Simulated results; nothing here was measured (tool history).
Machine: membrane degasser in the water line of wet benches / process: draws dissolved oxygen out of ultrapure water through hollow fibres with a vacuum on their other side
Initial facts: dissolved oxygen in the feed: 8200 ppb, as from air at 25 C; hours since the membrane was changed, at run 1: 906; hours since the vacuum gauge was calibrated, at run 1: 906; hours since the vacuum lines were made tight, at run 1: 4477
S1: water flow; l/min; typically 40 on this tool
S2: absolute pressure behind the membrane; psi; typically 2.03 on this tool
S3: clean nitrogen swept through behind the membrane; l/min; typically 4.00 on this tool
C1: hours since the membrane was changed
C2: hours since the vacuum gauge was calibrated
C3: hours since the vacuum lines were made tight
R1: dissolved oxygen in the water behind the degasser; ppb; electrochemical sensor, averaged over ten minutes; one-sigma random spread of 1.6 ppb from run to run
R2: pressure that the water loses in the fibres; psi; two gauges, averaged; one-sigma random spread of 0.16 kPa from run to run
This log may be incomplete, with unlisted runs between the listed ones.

run	hour	S1	S2	S3	C1	C2	C3	R1	R2
1	0.0	40	2.03	4.00	906	906	4477	277.2	3.768
2	72.5	40	2.03	4.00	978	978	4549	278.3	3.759
3	171.6	40	2.03	4.00	1077	1077	4648	279.9	3.729
4	224.8	40	2.03	4.00	1131	1131	4701	280.9	3.733
5	329.0	40	2.03	4.00	1235	1235	4806	282.1	3.722
6	373.2	40	2.03	4.00	1279	1279	4850	278.2	3.761
7	438.9	40	2.03	4.00	1345	1345	4916	276.5	3.713
8	528.3	40	2.03	4.00	1434	1434	5005	281.5	3.719
9	616.2	40	2.03	4.00	1522	1522	5093	277.7	3.743
10	668.2	40	2.03	4.00	1574	1574	5145	280.7	3.772
11	725.3	40	2.03	4.00	1631	1631	5202	278.9	3.688
12	823.3	45	3.09	4.27	1729	1729	5300	461.6	4.237
13	920.2	55	2.03	1.92	1826	1826	5397	657.1	5.121
14	985.2	55	2.03	1.92	1891	1891	5462	660.6	5.129
15	1069.1	27	2.23	3.54	1975	1975	5546	235.4	2.479

Estimate the outcome of run 16 from the log above:
16	1115.5	48	1.61	4.00	2021	2021	5592	?	?

Run 16 yielded R1 257.9 ppb, R2 4.493 psi.
On a tool with no hidden condition, and with the same random variation, this run would have come out at R1 257.8 ppb, R2 4.492 psi.

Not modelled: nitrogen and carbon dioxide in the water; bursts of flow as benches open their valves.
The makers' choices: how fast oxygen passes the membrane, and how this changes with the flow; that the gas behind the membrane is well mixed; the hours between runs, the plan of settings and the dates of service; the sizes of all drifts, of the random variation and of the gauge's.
